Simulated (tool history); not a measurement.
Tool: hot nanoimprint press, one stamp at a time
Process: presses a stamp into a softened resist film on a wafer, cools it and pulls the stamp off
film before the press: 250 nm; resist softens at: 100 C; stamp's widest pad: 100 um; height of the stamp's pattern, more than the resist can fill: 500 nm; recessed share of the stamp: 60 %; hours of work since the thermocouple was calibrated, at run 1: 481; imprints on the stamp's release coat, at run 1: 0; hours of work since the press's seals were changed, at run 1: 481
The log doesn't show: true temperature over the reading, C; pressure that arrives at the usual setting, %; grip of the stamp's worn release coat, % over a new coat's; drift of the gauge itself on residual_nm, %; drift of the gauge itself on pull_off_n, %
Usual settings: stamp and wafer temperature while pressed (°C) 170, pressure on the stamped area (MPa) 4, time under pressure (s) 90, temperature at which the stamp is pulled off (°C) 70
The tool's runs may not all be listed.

run,hour,stamp and wafer temperature while pressed (°C),pressure on the stamped area (MPa),time under pressure (s),temperature at which the stamp is pulled off (°C),hours of work since the thermocouple was calibrated,imprints on the stamp's release coat,hours of work since the press's seals were changed,resist left under the stamp's widest pad (nm),greatest force while the stamp is pulled off (N)
1,0,170,4,90,70,481,0,481,95.2,152
2,48.6,170,4,90,70,503,155,503,96,154
# hour 96.5: plate thermocouple calibrated
# hour 104.5: press's hydraulic seals changed and the load cell set to zero
3,117.3,159,4,90,70,6,338,6,158.9,150
4,159.4,168,4,90,70,25,472,25,106,156
5,213.3,170,4,90,70,50,643,50,95.9,149
6,266.6,170,4.23,90,70,74,813,74,91.8,154
# hour 278.7: stamp cleaned and given a new release coat
7,318.2,170,4,106,70,95,126,95,89.7,145
8,384.5,170,4,106,70,126,337,126,90.2,152
9,434.3,170,4,106,70,148,495,148,90.2,152
10,463.4,170,4,106,70,162,587,162,89.5,153
11,512.7,170,4,106,70,184,744,184,89,153
# hour 548.5: stamp cleaned and given a new release coat
12,557.7,170,4,158,70,202,29,202,79.4,146
13,614.3,170,4,158,70,228,209,228,77.4,154
14,645.7,170,4,90,70,242,309,242,95.2,157
15,684.2,170,4,62,70,260,431,260,110.3,149
16,733.9,170,4,90,59,283,589,283,96.4,191
17,789,163,5.48,90,59,308,765,308,113.3,191
# hour 817.3: stamp cleaned and given a new release coat
18,833.3,163,5.48,90,59,326,51,326,114.9,200
19,879.2,163,3.15,90,59,347,197,347,149.3,197
20,915.7,158,2.73,90,70,363,313,363,189.2,155
21,961.6,167,4,90,76,384,459,384,110,127
22,1031.4,160,4,90,63,416,681,416,152.5,180
23,1066.3,160,4,90,63,432,792,432,152.8,183
# hour 1083.3: stamp cleaned and given a new release coat
24,1104.1,169,5.91,50,69,447,66,447,100.7,158
25,1153.1,171,4.18,54,78,469,222,469,107.5,116
26,1186.2,171,4.18,54,78,485,327,485,107.7,116
27,1216,164,3.18,54,78,498,422,498,164.2,117
28,1268.2,178,3.66,90,64,522,588,522,70.4,179

Forecast each of these 3 alternatives for the next run:
# hour 1274.4: plate thermocouple calibrated
# hour 1282.4: press's hydraulic seals changed and the load cell set to zero
A,1314.3,178,3.66,90,73,15,699,15,?,?
# hour 1274.4: plate thermocouple calibrated
# hour 1282.4: press's hydraulic seals changed and the load cell set to zero
B,1314.3,178,6.34,116,75,15,699,15,?,?
# hour 1274.4: plate thermocouple calibrated
# hour 1282.4: press's hydraulic seals changed and the load cell set to zero
C,1314.3,170,4,134,70,15,699,15,?,?

run,resist left under the stamp's widest pad (nm),greatest force while the stamp is pulled off (N)
A,69.1,146
B,45.7,133
C,83.3,152
Without the tool's hidden state the same runs would have given:
run,resist left under the stamp's widest pad (nm),greatest force while the stamp is pulled off (N)
A,69.1,145
B,45.6,132
C,83.3,150
